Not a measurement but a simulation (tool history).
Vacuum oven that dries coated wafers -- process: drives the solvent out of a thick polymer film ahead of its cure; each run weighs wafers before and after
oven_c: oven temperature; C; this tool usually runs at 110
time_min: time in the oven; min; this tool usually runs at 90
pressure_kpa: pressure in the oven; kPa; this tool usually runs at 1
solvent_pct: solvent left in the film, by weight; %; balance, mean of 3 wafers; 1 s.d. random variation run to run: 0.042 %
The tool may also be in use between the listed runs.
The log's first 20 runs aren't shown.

| run | hour | oven_c | time_min | pressure_kpa | hours of work since the thermocouples were calibrated | hours of work since the vacuum gauge was cleaned of residue | solvent_pct |
|---|---|---|---|---|---|---|---|
| 21 | 1049.4 | 122 | 137 | 2.61 | 571 | 2098 | 2.49 |
| 22 | 1109.2 | 110 | 114 | 1 | 603 | 2130 | 1.73 |
| 23 | 1171.3 | 107 | 118 | 1 | 637 | 2164 | 2.1 |
| 24 | 1211.1 | 99 | 113 | 1.63 | 659 | 2186 | 4.5 |
| 25 | 1275.8 | 107 | 158 | 0.57 | 694 | 2221 | 1.11 |
| 26 | 1321.3 | 121 | 158 | 0.81 | 719 | 2246 | 0.85 |
| 27 | 1391.6 | 101 | 101 | 0.81 | 757 | 2284 | 2.96 |
| 28 | 1448.9 | 98 | 53 | 1.51 | 788 | 2315 | 6.41 |
| 29 | 1509.1 | 98 | 53 | 1.51 | 821 | 2348 | 6.44 |
|  | 1521.8 | oven's thermocouples calibrated |
| 30 | 1563.2 | 102 | 66 | 3.92 | 23 | 2376 | 8.41 |
| 31 | 1632.7 | 99 | 66 | 0.77 | 60 | 2414 | 4.48 |
| 32 | 1686.2 | 110 | 85 | 1 | 89 | 2443 | 2.28 |
| 33 | 1725.6 | 101 | 138 | 1.72 | 111 | 2465 | 3.93 |
| 34 | 1803.2 | 119 | 56 | 2.76 | 153 | 2507 | 3.59 |
| 35 | 1867.6 | 114 | 86 | 0.64 | 188 | 2542 | 1.23 |

Each row is a separate what-if for the run after 35, all from the same tool condition, not one after another. Results?
| A | 1944 | 106 | 68 | 0.78 | 230 | 2583 | ? |
| B | 1944 | 104 | 98 | 0.6 | 230 | 2583 | ? |
| C | 1944 | 101 | 49 | 1 | 230 | 2583 | ? |
| D | 1944 | 114 | 86 | 2.08 | 230 | 2583 | ? |

| run | solvent_pct |
|---|---|
| A | 3.17 |
| B | 2.23 |
| C | 5.42 |
| D | 2.96 |
What these runs would have given with no unlogged condition in the tool:
| run | solvent_pct |
|---|---|
| A | 3.15 |
| B | 2.21 |
| C | 5.4 |
| D | 2.95 |

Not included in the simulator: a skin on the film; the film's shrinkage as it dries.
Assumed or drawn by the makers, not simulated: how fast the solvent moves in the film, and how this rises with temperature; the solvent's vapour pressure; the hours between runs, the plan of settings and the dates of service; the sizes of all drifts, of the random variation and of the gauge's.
